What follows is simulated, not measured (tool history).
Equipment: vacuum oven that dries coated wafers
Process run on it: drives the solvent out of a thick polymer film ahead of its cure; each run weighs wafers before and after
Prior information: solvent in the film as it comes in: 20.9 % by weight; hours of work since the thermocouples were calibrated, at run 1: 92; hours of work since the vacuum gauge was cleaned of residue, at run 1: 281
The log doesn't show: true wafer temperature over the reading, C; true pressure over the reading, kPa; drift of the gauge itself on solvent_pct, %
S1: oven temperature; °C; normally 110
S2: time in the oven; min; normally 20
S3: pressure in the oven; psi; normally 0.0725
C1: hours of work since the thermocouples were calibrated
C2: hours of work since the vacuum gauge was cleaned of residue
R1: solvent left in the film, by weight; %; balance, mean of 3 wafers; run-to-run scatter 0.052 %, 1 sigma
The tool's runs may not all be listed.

| run | hour | S1 | S2 | S3 | C1 | C2 | R1 |
|---|---|---|---|---|---|---|---|
| 1 | 0 | 110 | 20 | 0.0725 | 92 | 281 | 1.53 |
| 2 | 90.1 | 110 | 11 | 0.0725 | 139 | 329 | 4.28 |
| 3 | 149.2 | 110 | 11 | 0.0725 | 170 | 360 | 4.32 |
| 4 | 201.1 | 110 | 11 | 0.0725 | 198 | 387 | 4.28 |
| 5 | 291.5 | 110 | 11 | 0.0725 | 245 | 435 | 4.38 |
|  | 298.7 | vacuum gauge cleaned of residue and calibrated |
| 6 | 390.4 | 120 | 20 | 0.0725 | 296 | 48 | 0.55 |
| 7 | 438 | 124 | 32 | 0.2815 | 321 | 73 | 0.69 |
| 8 | 516.1 | 110 | 20 | 0.2522 | 362 | 114 | 2.15 |
| 9 | 630.9 | 95 | 11 | 0.0725 | 423 | 175 | 8.95 |
| 10 | 683.7 | 121 | 27 | 0.1262 | 451 | 203 | 0.45 |
|  | 741.8 | vacuum gauge cleaned of residue and calibrated, once more |
| 11 | 764.1 | 121 | 32 | 0.1262 | 492 | 12 | 0.31 |
| 12 | 846.3 | 110 | 20 | 0.1286 | 535 | 55 | 1.68 |

Forecast each of these 5 alternatives for the next run:
| A | 921.6 | 110 | 20 | 0.094 | 575 | 95 | ? |
| B | 921.6 | 100 | 11 | 0.2498 | 575 | 95 | ? |
| C | 921.6 | 110 | 13 | 0.0728 | 575 | 95 | ? |
| D | 921.6 | 110 | 20 | 0.0959 | 575 | 95 | ? |
| E | 921.6 | 110 | 20 | 0.0812 | 575 | 95 | ? |

| run | R1 |
|---|---|
| A | 1.7 |
| B | 7.85 |
| C | 3.57 |
| D | 1.65 |
| E | 1.57 |
The same runs, with their run-to-run variation unchanged, on a tool lacking any hidden condition would have given:
| run | R1 |
|---|---|
| A | 1.57 |
| B | 7.61 |
| C | 3.37 |
| D | 1.52 |
| E | 1.43 |

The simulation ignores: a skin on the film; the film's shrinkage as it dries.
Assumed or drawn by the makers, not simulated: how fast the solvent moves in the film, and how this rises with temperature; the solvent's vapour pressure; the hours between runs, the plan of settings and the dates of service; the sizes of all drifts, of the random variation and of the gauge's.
